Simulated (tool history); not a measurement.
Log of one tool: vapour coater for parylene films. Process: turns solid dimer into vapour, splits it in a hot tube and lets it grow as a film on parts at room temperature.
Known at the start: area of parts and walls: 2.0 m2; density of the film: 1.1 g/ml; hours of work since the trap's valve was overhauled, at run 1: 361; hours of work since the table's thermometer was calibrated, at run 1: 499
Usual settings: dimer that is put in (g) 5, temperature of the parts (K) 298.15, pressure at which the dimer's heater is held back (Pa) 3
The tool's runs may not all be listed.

run,hour,dimer that is put in (g),temperature of the parts (K),pressure at which the dimer's heater is held back (Pa),hours of work since the trap's valve was overhauled,hours of work since the table's thermometer was calibrated,thickness of the film (nm)
1,0,5,298.15,3,361,499,1647
2,12.1,5,298.15,3,372,509,1648
3,22.4,5,298.15,3,381,518,1633
4,30.8,5,298.15,3,388,526,1654
5,40.8,5,298.15,3,396,534,1650
6,58,5,298.15,3,411,549,1656
7,67.2,5,298.15,3,419,557,1644
8,79.6,5,298.15,3,430,568,1639
9,95.4,5,298.15,3,444,582,1636
10,109.2,4,298.15,3,456,594,1307
11,126.5,5,298.15,3,471,609,1634
12,142.4,5,305.15,3,485,623,1143
13,154.2,5,305.15,3,495,633,1146
14,171.6,5,305.15,3,510,648,1127
15,182.8,5,298.15,3,520,658,1618
16,196.9,5,298.15,3,532,670,1611
17,204,5,298.15,3,538,676,1596
18,219.6,5,298.15,3,552,690,1625
19,233.9,5,298.15,3,564,702,1618
# hour 249.7: trap's valve overhauled
20,250.2,5,298.15,4.96,0,713,1604
21,266.3,5,298.15,4.96,14,727,1593
22,280.3,5,298.15,4.96,27,739,1584
23,293.3,5,298.15,4.96,38,750,1590
24,305.5,4,298.15,7.2,48,761,1222
25,321.9,5,293.15,9.8,63,775,1850
26,332.6,5,293.15,9.8,72,784,1867
27,346.7,6,298.15,3,84,796,2011
28,362.2,5,298.15,8,98,810,1485
29,371.4,5,294.15,3.94,106,818,1974
30,382.8,5,294.15,3.94,116,828,1976
31,398.7,5,294.15,3.94,129,842,1962
32,410.6,5,294.15,8.92,140,852,1780
33,426.5,3,295.15,8.92,154,866,1023
34,434.4,3,296.15,3.79,160,873,1064
35,442.8,7,301.15,7.2,168,880,1803
36,456.1,5,293.15,3.2,179,891,2109
37,464.3,5,293.15,3.2,186,899,2125
38,480.2,5,293.15,2.18,200,912,2178
39,490.1,7,298.15,9.94,209,921,1996
40,500.6,3,298.15,3,218,930,1003
41,514.2,4,291.15,3,230,942,1736
42,526.3,6,291.15,4.4,240,952,2622
43,536.8,6,291.15,4.4,249,961,2605
44,547.1,6,291.15,4.32,258,970,2612
45,564.3,7,294.15,6.48,273,985,2558

Measured less the same run without the tool's hidden state. The same run-to-run variation is in both; the gauge's scatter may not be:
The hidden state here: vapour lost through the trap's worn valve, %; true temperature of the parts over the reading, C; drift of the gauge itself on film_um, %.
run,thickness of the film (nm)
1,-69
2,-71
3,-73
4,-74
5,-76
6,-78
7,-80
8,-82
9,-85
10,-69
11,-89
12,-65
13,-66
14,-68
15,-98
16,-100
17,-100
18,-103
19,-106
20,-17
21,-20
22,-21
23,-24
24,-20
25,-33
26,-34
27,-40
28,-32
29,-44
30,-46
31,-49
32,-46
33,-28
34,-31
35,-53
36,-65
37,-66
38,-46
39,-67
40,-35
41,-41
42,-65
43,-67
44,-69
45,-105

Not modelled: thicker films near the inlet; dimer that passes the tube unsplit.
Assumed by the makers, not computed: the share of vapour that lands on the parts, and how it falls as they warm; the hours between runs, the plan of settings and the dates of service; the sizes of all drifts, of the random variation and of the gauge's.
